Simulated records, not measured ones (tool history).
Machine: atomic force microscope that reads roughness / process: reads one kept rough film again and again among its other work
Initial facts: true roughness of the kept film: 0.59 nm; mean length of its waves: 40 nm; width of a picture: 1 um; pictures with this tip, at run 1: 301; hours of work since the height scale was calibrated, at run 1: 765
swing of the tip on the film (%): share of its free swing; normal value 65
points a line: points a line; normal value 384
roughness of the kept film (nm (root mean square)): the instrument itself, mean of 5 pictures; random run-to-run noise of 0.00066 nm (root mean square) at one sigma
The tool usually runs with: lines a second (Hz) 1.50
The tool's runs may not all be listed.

| run | day | lines a second (Hz) | swing of the tip on the film (%) | points a line | pictures with this tip | hours of work since the height scale was calibrated | roughness of the kept film (nm (root mean square)) |
|---|---|---|---|---|---|---|---|
| 1 | 0.000 | 1.50 | 65 | 384 | 301 | 765 | 0.5378 |
| 2 | 2.167 | 1.50 | 65 | 384 | 379 | 803 | 0.5352 |
|  | 2.742 | new tip fitted |
| 3 | 4.383 | 1.50 | 65 | 384 | 59 | 840 | 0.5415 |
| 4 | 5.458 | 1.50 | 65 | 384 | 98 | 859 | 0.5413 |
| 5 | 7.683 | 1.50 | 65 | 384 | 178 | 897 | 0.5398 |
| 6 | 9.588 | 1.50 | 65 | 384 | 247 | 930 | 0.5390 |
| 7 | 11.592 | 1.50 | 65 | 384 | 319 | 964 | 0.5373 |
|  | 13.904 | new tip fitted |
| 8 | 14.150 | 1.50 | 65 | 384 | 9 | 1008 | 0.5423 |
| 9 | 15.550 | 1.50 | 65 | 384 | 59 | 1032 | 0.5431 |
| 10 | 17.942 | 1.50 | 65 | 384 | 145 | 1073 | 0.5388 |
| 11 | 19.562 | 1.50 | 65 | 384 | 203 | 1100 | 0.5382 |
| 12 | 21.208 | 1.50 | 65 | 384 | 263 | 1129 | 0.5372 |
| 13 | 23.504 | 1.50 | 65 | 384 | 345 | 1168 | 0.5367 |
|  | 25.092 | new tip fitted |
| 14 | 25.592 | 1.50 | 65 | 384 | 19 | 1204 | 0.5410 |
| 15 | 27.121 | 1.50 | 65 | 384 | 74 | 1230 | 0.5410 |
| 16 | 28.529 | 1.50 | 65 | 384 | 124 | 1254 | 0.5385 |
| 17 | 29.742 | 1.21 | 59 | 384 | 168 | 1275 | 0.5565 |
| 18 | 31.921 | 0.90 | 65 | 556 | 246 | 1312 | 0.5540 |
| 19 | 33.525 | 0.85 | 65 | 761 | 304 | 1340 | 0.5540 |
| 20 | 36.046 | 0.85 | 65 | 761 | 394 | 1383 | 0.5536 |
|  | 36.217 | new tip fitted |
| 21 | 38.492 | 0.85 | 65 | 761 | 82 | 1424 | 0.5592 |
| 22 | 39.804 | 0.85 | 65 | 761 | 129 | 1447 | 0.5564 |
| 23 | 41.375 | 3.54 | 65 | 384 | 185 | 1474 | 0.4916 |
| 24 | 43.675 | 1.67 | 62 | 449 | 268 | 1513 | 0.5409 |
| 25 | 46.071 | 0.95 | 62 | 449 | 354 | 1555 | 0.5551 |
|  | 47.300 | new tip fitted |
| 26 | 47.946 | 0.95 | 62 | 449 | 23 | 1586 | 0.5596 |
| 27 | 50.062 | 1.46 | 70 | 449 | 99 | 1623 | 0.5277 |
| 28 | 51.862 | 2.73 | 65 | 384 | 164 | 1654 | 0.5096 |
| 29 | 53.433 | 0.73 | 82 | 298 | 220 | 1680 | 0.5273 |
| 30 | 55.317 | 3.43 | 58 | 298 | 288 | 1713 | 0.5181 |
| 31 | 56.675 | 0.84 | 58 | 844 | 337 | 1736 | 0.5623 |

Consider 3 possible next runs. They are alternatives, not a sequence: every one starts from the tool as it was left by run 31. What does each give?
|  | 58.508 | new tip fitted |
| A | 58.933 | 1.57 | 86 | 384 | 15 | 1774 | ? |
|  | 58.508 | new tip fitted |
| B | 58.933 | 1.63 | 77 | 490 | 15 | 1774 | ? |
|  | 58.508 | new tip fitted |
| C | 58.933 | 2.78 | 65 | 583 | 15 | 1774 | ? |

| run | roughness of the kept film (nm (root mean square)) |
|---|---|
| A | 0.4685 |
| B | 0.5010 |
| C | 0.5113 |
The same runs, with their run-to-run variation unchanged, on a tool lacking any hidden condition would have given:
| run | roughness of the kept film (nm (root mean square)) |
|---|---|
| A | 0.4715 |
| B | 0.5042 |
| C | 0.5145 |
